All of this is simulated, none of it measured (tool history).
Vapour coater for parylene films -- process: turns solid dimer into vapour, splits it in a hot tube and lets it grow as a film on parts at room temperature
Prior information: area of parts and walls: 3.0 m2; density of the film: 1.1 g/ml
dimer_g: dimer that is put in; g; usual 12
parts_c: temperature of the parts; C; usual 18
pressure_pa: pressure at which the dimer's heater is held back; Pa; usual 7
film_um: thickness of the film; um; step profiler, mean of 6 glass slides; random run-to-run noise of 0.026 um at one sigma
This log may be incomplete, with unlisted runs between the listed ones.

run   hour  dimer_g  parts_c  pressure_pa  film_um
  1      0       12       18            7     2.55
       5.4  -- trap's valve overhauled
  2   28.5       12       18            7     2.75
  3   43.3       12       18            7     2.77
  4     61       12       18            7     2.71
  5   81.7       12       18            7     2.78
  6  100.8       12       18            7     2.73
  7  123.5       12       18            7     2.75
  8  144.1       12       18            7     2.76
  9  165.6       12       18         3.06     2.92
 10  176.6       12       18         3.06     2.88
 11  190.8       12       18         3.06     2.92
 12  212.5       12       18         3.06     2.91
 13  230.6       12       18         9.65     2.63
 14  245.4        9       18            7     2.02
 15  256.5       12       18         2.51     2.94
 16  279.7       12       18         2.51     2.86
 17    295       18       18            7        4
 18  310.6       18       18            7        4
 19  334.9       18       18            7     3.95
 20  359.6       12       18         3.08     2.82
 21  377.6       12       18         3.08     2.85
 22  403.2       12       18         4.61     2.74
     405.7  -- table's thermometer calibrated
 23    429       12       22        11.84     2.28
 24    453        7       22         4.42     1.41
 25  474.5       11       23         5.53     2.14
 26    495       11       23         5.53     2.19
 27  508.7       11       23         5.53     2.18
 28    522       10       21         9.45     1.97
       536  -- table's thermometer calibrated, once more
 29  543.3       10       21         9.45     1.91
     551.7  -- trap's valve overhauled
 30  572.1       12       18         3.19     2.92
 31  597.2       12       30         2.94     2.16
 32  620.2       19       11            7     5.21
 33  639.7        7       18            7     1.61
 34  658.4       13       25         4.39     2.58
 35  672.3       13       11         6.07      3.6
 36  693.9       17       22            7      3.5
 37  713.1       17       22            7     3.47
 38  728.7       17       22            7     3.48
 39    752       16       17            7     3.74
 40    774       17       29         2.47     3.19
 41  799.9       17       29         2.47     3.06
 42    823       14       10          7.3     3.78
 43  839.5       11       10         7.65     2.97
 44  860.5       11       10         5.59     2.99

Each row is a separate what-if for the run after 44, all from the same tool condition, not one after another. Results?
  A   883        7       19         2.23        ?
  B   883       12       18         5.48        ?
  C   883        8       27         2.11        ?
  D   883       15       18            7        ?
  E   883       14       10         5.59        ?

run  film_um
  A     1.64
  B     2.69
  C     1.51
  D     3.27
  E     3.85
Stripped of hidden state, with their random variation kept, the same runs would have yielded:
run  film_um
  A     1.73
  B     2.83
  C      1.6
  D     3.44
  E     4.06
